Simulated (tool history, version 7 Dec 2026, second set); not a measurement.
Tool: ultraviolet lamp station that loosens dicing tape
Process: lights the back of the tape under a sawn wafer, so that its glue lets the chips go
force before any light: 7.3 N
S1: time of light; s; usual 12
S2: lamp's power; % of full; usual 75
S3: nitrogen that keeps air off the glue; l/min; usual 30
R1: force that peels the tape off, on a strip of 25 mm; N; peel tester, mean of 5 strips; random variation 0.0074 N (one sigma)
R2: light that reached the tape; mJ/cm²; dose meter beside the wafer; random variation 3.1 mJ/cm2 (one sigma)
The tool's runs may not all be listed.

run,day,S1,S2,S3,R1,R2
1,0,12,75,30,0.307,447
2,0.679,12,75,30,0.329,437
3,1.238,12,75,30,0.337,432
4,1.804,12,75,30,0.337,433
5,2.367,12,75,30,0.367,435
6,2.804,12,75,30,0.368,431
7,3.442,12,75,23,0.485,425
8,4.125,12,83,23,0.389,464
9,4.5,12,83,23,0.399,467
10,4.95,12,75,30,0.391,417
11,5.35,12,75,30,0.383,421
# day 5.408: window cleaned of glue's vapour
12,5.708,12,75,30,0.427,404
13,6.383,12,75,30,0.428,403
14,6.983,12,75,30,0.427,393
15,7.408,21,89,51,0.114,822
16,7.871,17,75,30,0.194,559
17,8.538,17,75,30,0.211,550
# day 8.929: window cleaned of glue's vapour, once more
18,9,17,75,30,0.154,645
19,9.304,11,81,15,0.662,448
20,10,11,81,15,0.661,450
21,10.554,7,85,34,0.735,294
22,11.133,7,85,34,0.748,298
23,11.442,13,87,34,0.191,553

The next listed run, before its measurement:
24,11.804,7,74,12,?,?

Run 24 gave R1 2.021 N, R2 255 mJ/cm².
Without the tool's hidden state the same run would have given R1 1.779 N, R2 281 mJ/cm².
